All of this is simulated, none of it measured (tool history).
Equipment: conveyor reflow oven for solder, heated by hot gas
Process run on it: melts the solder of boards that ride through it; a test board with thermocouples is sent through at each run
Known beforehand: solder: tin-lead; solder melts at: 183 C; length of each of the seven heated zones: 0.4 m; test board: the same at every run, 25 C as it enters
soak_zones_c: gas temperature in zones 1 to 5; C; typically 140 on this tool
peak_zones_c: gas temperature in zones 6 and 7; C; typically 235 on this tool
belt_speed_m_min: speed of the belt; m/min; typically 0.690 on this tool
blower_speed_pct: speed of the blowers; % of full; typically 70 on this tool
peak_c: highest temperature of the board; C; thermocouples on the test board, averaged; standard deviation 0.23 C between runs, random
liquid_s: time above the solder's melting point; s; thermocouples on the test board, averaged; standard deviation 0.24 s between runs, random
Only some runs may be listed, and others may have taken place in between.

Run 1, day 0.000: usual settings. Result: peak_c 227.0 C, liquid_s 61.2 s.
Run 2, day 1.833: usual settings. Result: peak_c 226.8 C, liquid_s 61.0 s.
Run 3, day 3.883: usual settings but peak_zones_c 234 C. Result: peak_c 226.0 C, liquid_s 60.6 s.
Run 4, day 5.846: usual settings but peak_zones_c 234 C. Result: peak_c 226.2 C, liquid_s 60.3 s.
At day 7.092: flux residue cleaned out of gas plates and filters.
Run 5, day 7.900: usual settings but peak_zones_c 234 C. Result: peak_c 227.3 C, liquid_s 60.9 s.
Run 6, day 9.362: usual settings but peak_zones_c 224 C. Result: peak_c 217.7 C, liquid_s 55.8 s.
Run 7, day 10.871: usual settings but blower_speed_pct 83 % of full. Result: peak_c 230.0 C, liquid_s 62.6 s.
Run 8, day 12.142: usual settings but soak_zones_c 128 C. Result: peak_c 226.3 C, liquid_s 57.3 s.
Run 9, day 13.508: usual settings but soak_zones_c 128 C. Result: peak_c 226.2 C, liquid_s 57.7 s.
Run 10, day 15.388: usual settings but soak_zones_c 145 C, peak_zones_c 236 C, belt_speed_m_min 0.740 m/min, blower_speed_pct 72 % of full. Result: peak_c 228.0 C, liquid_s 58.6 s.
Run 11, day 16.450: usual settings but soak_zones_c 145 C, peak_zones_c 236 C, belt_speed_m_min 0.740 m/min, blower_speed_pct 72 % of full. Result: peak_c 228.0 C, liquid_s 58.7 s.
Run 12, day 18.142: usual settings but soak_zones_c 142 C, peak_zones_c 229 C, belt_speed_m_min 0.599 m/min, blower_speed_pct 56 % of full. Result: peak_c 223.0 C, liquid_s 68.7 s.
Run 13, day 20.042: usual settings but soak_zones_c 126 C, peak_zones_c 229 C, belt_speed_m_min 0.599 m/min, blower_speed_pct 56 % of full. Result: peak_c 221.9 C, liquid_s 62.5 s.
Run 14, day 21.492: usual settings but peak_zones_c 231 C, belt_speed_m_min 0.611 m/min, blower_speed_pct 51 % of full. Result: peak_c 222.7 C, liquid_s 67.0 s.
At day 22.067: flux residue cleaned out of gas plates and filters.
Run 15, day 23.367: usual settings but soak_zones_c 153 C, peak_zones_c 244 C, belt_speed_m_min 0.585 m/min, blower_speed_pct 59 % of full. Result: peak_c 240.0 C, liquid_s 83.7 s.
Run 16, day 24.258: usual settings but soak_zones_c 141 C, peak_zones_c 247 C, blower_speed_pct 58 % of full. Result: peak_c 237.3 C, liquid_s 66.6 s.
Run 17, day 26.008: usual settings but soak_zones_c 137 C, belt_speed_m_min 0.600 m/min. Result: peak_c 231.3 C, liquid_s 72.4 s.

Below are 4 alternative next runs, each starting from the tool's condition after run 17. Predict each:
Run A, day 26.971: usual settings but soak_zones_c 142 C, peak_zones_c 245 C, belt_speed_m_min 0.600 m/min. Result: peak_c ?, liquid_s ?.
Run B, day 26.971: usual settings but soak_zones_c 145 C, belt_speed_m_min 0.584 m/min. Result: peak_c ?, liquid_s ?.
Run C, day 26.971: usual settings but soak_zones_c 141 C, belt_speed_m_min 0.670 m/min. Result: peak_c ?, liquid_s ?.
Run D, day 26.971: usual settings but soak_zones_c 137 C, belt_speed_m_min 0.600 m/min, blower_speed_pct 56 % of full. Result: peak_c ?, liquid_s ?.

run  peak_c  liquid_s
  A   241.2      78.0
  B   232.2      77.9
  C   229.3      65.3
  D   229.1      70.9
Without the tool's unlogged condition, the same runs would have read:
run  peak_c  liquid_s
  A   237.6      74.3
  B   228.6      74.0
  C   225.8      61.7
  D   225.5      66.7
